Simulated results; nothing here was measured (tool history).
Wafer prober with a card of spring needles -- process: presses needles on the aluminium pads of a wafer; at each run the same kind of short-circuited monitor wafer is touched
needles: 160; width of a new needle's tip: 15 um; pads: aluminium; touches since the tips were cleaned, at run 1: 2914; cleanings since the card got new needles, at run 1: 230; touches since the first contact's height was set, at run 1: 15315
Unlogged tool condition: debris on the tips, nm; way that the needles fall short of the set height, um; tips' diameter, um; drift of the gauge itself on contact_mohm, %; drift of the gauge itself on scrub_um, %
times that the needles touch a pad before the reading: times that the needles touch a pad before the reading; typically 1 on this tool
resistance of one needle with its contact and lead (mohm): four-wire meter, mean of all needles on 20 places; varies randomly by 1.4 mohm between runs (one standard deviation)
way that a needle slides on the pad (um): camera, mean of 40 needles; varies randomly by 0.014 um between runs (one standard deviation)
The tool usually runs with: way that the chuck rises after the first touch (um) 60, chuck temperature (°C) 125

| run | hour | way that the chuck rises after the first touch (um) | chuck temperature (°C) | times that the needles touch a pad before the reading | touches since the tips were cleaned | cleanings since the card got new needles | touches since the first contact's height was set | resistance of one needle with its contact and lead (mohm) | way that a needle slides on the pad (um) |
|---|---|---|---|---|---|---|---|---|---|
| 1 | 0 | 60 | 125 | 1 | 2914 | 230 | 15315 | 222 | 11.63 |
|  | 7.2 | tips cleaned on abrasive film |
|  | 16.7 | tips cleaned on abrasive film |
|  | 28.6 | tips cleaned on abrasive film |
| 2 | 36 | 60 | 79 | 1 | 4830 | 233 | 38746 | 269 | 11.57 |
|  | 38.5 | tips cleaned on abrasive film |
|  | 50.4 | tips cleaned on abrasive film |
|  | 59.9 | tips cleaned on abrasive film |
|  | 71.8 | tips cleaned on abrasive film |
|  | 76.9 | height of the first contact set anew |
|  | 81.7 | tips cleaned on abrasive film |
|  | 93.6 | tips cleaned on abrasive film |
|  | 104.9 | tips cleaned on abrasive film |
| 3 | 104.9 | 60 | 30 | 1 | 0 | 240 | 18186 | 145 | 11.43 |
|  | 116.8 | tips cleaned on abrasive film |
|  | 126.3 | tips cleaned on abrasive film |
|  | 138.2 | tips cleaned on abrasive film |
|  | 150.1 | tips cleaned on abrasive film |
|  | 162 | tips cleaned on abrasive film |
| 4 | 164.7 | 60 | 30 | 1 | 1766 | 245 | 57152 | 227 | 11.34 |
|  | 171.9 | tips cleaned on abrasive film |
|  | 176.9 | height of the first contact set anew |
|  | 184.1 | tips cleaned on abrasive film |
|  | 196 | tips cleaned on abrasive film |
|  | 205.6 | tips cleaned on abrasive film |
|  | 217.5 | tips cleaned on abrasive film |
|  | 229.4 | tips cleaned on abrasive film |
| 5 | 233.4 | 49 | 125 | 1 | 2640 | 251 | 36741 | 294 | 9.44 |
|  | 240.6 | tips cleaned on abrasive film |
|  | 252.5 | tips cleaned on abrasive film |
|  | 262.1 | tips cleaned on abrasive film |
|  | 274 | tips cleaned on abrasive film |
| 6 | 275.3 | 49 | 125 | 1 | 854 | 255 | 63946 | 228 | 9.41 |
|  | 277.9 | height of the first contact set anew |
|  | 285.1 | tips cleaned on abrasive film |
|  | 294.7 | tips cleaned on abrasive film |
|  | 306.6 | tips cleaned on abrasive film |
|  | 318.5 | tips cleaned on abrasive film |
|  | 330.4 | tips cleaned on abrasive film |
|  | 342.3 | tips cleaned on abrasive film |
|  | 352.5 | tips cleaned on abrasive film |
| 7 | 352.5 | 49 | 125 | 1 | 0 | 262 | 48489 | 173 | 9.43 |
|  | 364.4 | tips cleaned on abrasive film |
|  | 374 | tips cleaned on abrasive film |
|  | 379 | height of the first contact set anew |
|  | 386.2 | tips cleaned on abrasive film |
|  | 398.1 | tips cleaned on abrasive film |
|  | 410 | tips cleaned on abrasive film |
| 8 | 416.7 | 60 | 125 | 1 | 4389 | 267 | 24539 | 296 | 11.61 |
|  | 419.4 | height of the first contact set anew, once more |
|  | 421.8 | tips cleaned on abrasive film |
|  | 431.4 | tips cleaned on abrasive film |
|  | 443.3 | tips cleaned on abrasive film |
|  | 452.8 | tips cleaned on abrasive film |
|  | 464.7 | tips cleaned on abrasive film |
|  | 476.7 | tips cleaned on abrasive film |
| 9 | 481.4 | 64 | 125 | 1 | 3131 | 273 | 40333 | 250 | 12.36 |
|  | 488.5 | tips cleaned on abrasive film |
|  | 500.5 | tips cleaned on abrasive film |
|  | 512.4 | tips cleaned on abrasive film |
| 10 | 514.9 | 60 | 125 | 1 | 1685 | 276 | 62128 | 209 | 11.55 |
|  | 520 | height of the first contact set anew |
|  | 522.4 | tips cleaned on abrasive film |
|  | 532 | tips cleaned on abrasive film |
|  | 541.5 | tips cleaned on abrasive film |
|  | 553.4 | tips cleaned on abrasive film |
|  | 563 | tips cleaned on abrasive film |
|  | 574.9 | tips cleaned on abrasive film |
|  | 584.4 | tips cleaned on abrasive film |
| 11 | 590.8 | 60 | 125 | 1 | 4193 | 283 | 46044 | 292 | 11.55 |
|  | 595.6 | tips cleaned on abrasive film |
|  | 605.2 | tips cleaned on abrasive film |
|  | 617.1 | tips cleaned on abrasive film |
|  | 619.8 | height of the first contact set anew |
|  | 629.3 | tips cleaned on abrasive film |
|  | 638.9 | tips cleaned on abrasive film |
|  | 650.8 | tips cleaned on abrasive film |
| 12 | 651 | 60 | 125 | 1 | 128 | 289 | 20279 | 165 | 11.62 |
|  | 660.5 | tips cleaned on abrasive film |
|  | 672.4 | tips cleaned on abrasive film |
|  | 684.3 | tips cleaned on abrasive film |
|  | 693.9 | tips cleaned on abrasive film |
|  | 705.8 | tips cleaned on abrasive film |
|  | 717.7 | tips cleaned on abrasive film |
|  | 720.4 | height of the first contact set anew |
| 13 | 720.5 | 79 | 125 | 1 | 1633 | 295 | 83 | 181 | 15.35 |
|  | 727.7 | tips cleaned on abrasive film |
|  | 739.6 | tips cleaned on abrasive film |
|  | 751.5 | tips cleaned on abrasive film |
|  | 763.4 | tips cleaned on abrasive film |
|  | 773 | tips cleaned on abrasive film |
| 14 | 773.1 | 79 | 125 | 1 | 56 | 300 | 34254 | 143 | 15.28 |
|  | 782.6 | tips cleaned on abrasive film |
|  | 794.5 | tips cleaned on abrasive film |
|  | 806.4 | tips cleaned on abrasive film |
| 15 | 808.7 | 50 | 125 | 1 | 1506 | 303 | 57456 | 261 | 9.59 |
|  | 818.3 | tips cleaned on abrasive film |
|  | 820.9 | height of the first contact set anew |
|  | 830.5 | tips cleaned on abrasive film |
|  | 842.4 | tips cleaned on abrasive film |
| 16 | 846.3 | 42 | 73 | 1 | 2573 | 306 | 16524 | 367 | 8.12 |
|  | 853.5 | tips cleaned on abrasive film |
|  | 865.4 | tips cleaned on abrasive film |
|  | 874.9 | tips cleaned on abrasive film |
|  | 886.8 | tips cleaned on abrasive film |
|  | 898.8 | tips cleaned on abrasive film |
| 17 | 902.8 | 42 | 73 | 2 | 2659 | 311 | 53284 | 291 | 8.08 |
|  | 910 | tips cleaned on abrasive film |
|  | 921.9 | tips cleaned on abrasive film |
|  | 922.2 | height of the first contact set anew |
|  | 934.1 | tips cleaned on abrasive film |
|  | 946 | tips cleaned on abrasive film |
| 18 | 951.9 | 55 | 125 | 3 | 3856 | 315 | 19356 | 208 | 10.65 |
|  | 956.7 | tips cleaned on abrasive film |
|  | 968.6 | tips cleaned on abrasive film |
|  | 980.5 | tips cleaned on abrasive film |
|  | 992.3 | tips cleaned on abrasive film |
| 19 | 992.3 | 55 | 125 | 3 | 0 | 319 | 45608 | 148 | 10.6 |
|  | 1004.2 | tips cleaned on abrasive film |
|  | 1016.1 | tips cleaned on abrasive film |
|  | 1023.5 | height of the first contact set anew |
|  | 1026 | tips cleaned on abrasive film |
|  | 1037.9 | tips cleaned on abrasive film |
|  | 1047.4 | tips cleaned on abrasive film |
|  | 1059.3 | tips cleaned on abrasive film |
|  | 1070.2 | tips cleaned on abrasive film |
| 20 | 1070.2 | 60 | 125 | 1 | 0 | 326 | 30324 | 149 | 11.61 |
|  | 1082.1 | tips cleaned on abrasive film |
|  | 1094 | tips cleaned on abrasive film |
|  | 1105 | tips cleaned on abrasive film |
| 21 | 1105 | 46 | 43 | 3 | 0 | 329 | 52947 | 145 | 8.83 |
|  | 1116.9 | tips cleaned on abrasive film |
|  | 1124.3 | height of the first contact set anew |
|  | 1129.1 | tips cleaned on abrasive film |
|  | 1141 | tips cleaned on abrasive film |
| 22 | 1147.2 | 46 | 43 | 3 | 4034 | 332 | 14883 | 241 | 8.92 |

How would selected steps in resistance of one needle with its contact and lead (mohm) from run to run divide? Give the signed amount a tool lacking its hidden state would still show from settings, what came in and random variation, and the signed amount left for the hidden state, including any gauge scatter that is not in both of the compared results.
Run 2 -> 3: chuck temperature (°C) 79 -> 30, tips cleaned on abrasive film, tips cleaned on abrasive film, tips cleaned on abrasive film, tips cleaned on abrasive film, height of the first contact set anew, tips cleaned on abrasive film, tips cleaned on abrasive film, tips cleaned on abrasive film. resistance of one needle with its contact and lead (mohm) -124: hidden state -116, all else -8.
Run 7 -> 8: way that the chuck rises after the first touch (um) 49 -> 60, tips cleaned on abrasive film, tips cleaned on abrasive film, height of the first contact set anew, tips cleaned on abrasive film, tips cleaned on abrasive film, tips cleaned on abrasive film. resistance of one needle with its contact and lead (mohm) +123: hidden state +128, all else -5.
Run 11 -> 12: tips cleaned on abrasive film, tips cleaned on abrasive film, tips cleaned on abrasive film, height of the first contact set anew, tips cleaned on abrasive film, tips cleaned on abrasive film, tips cleaned on abrasive film. resistance of one needle with its contact and lead (mohm) -127: hidden state -127, all else +0.
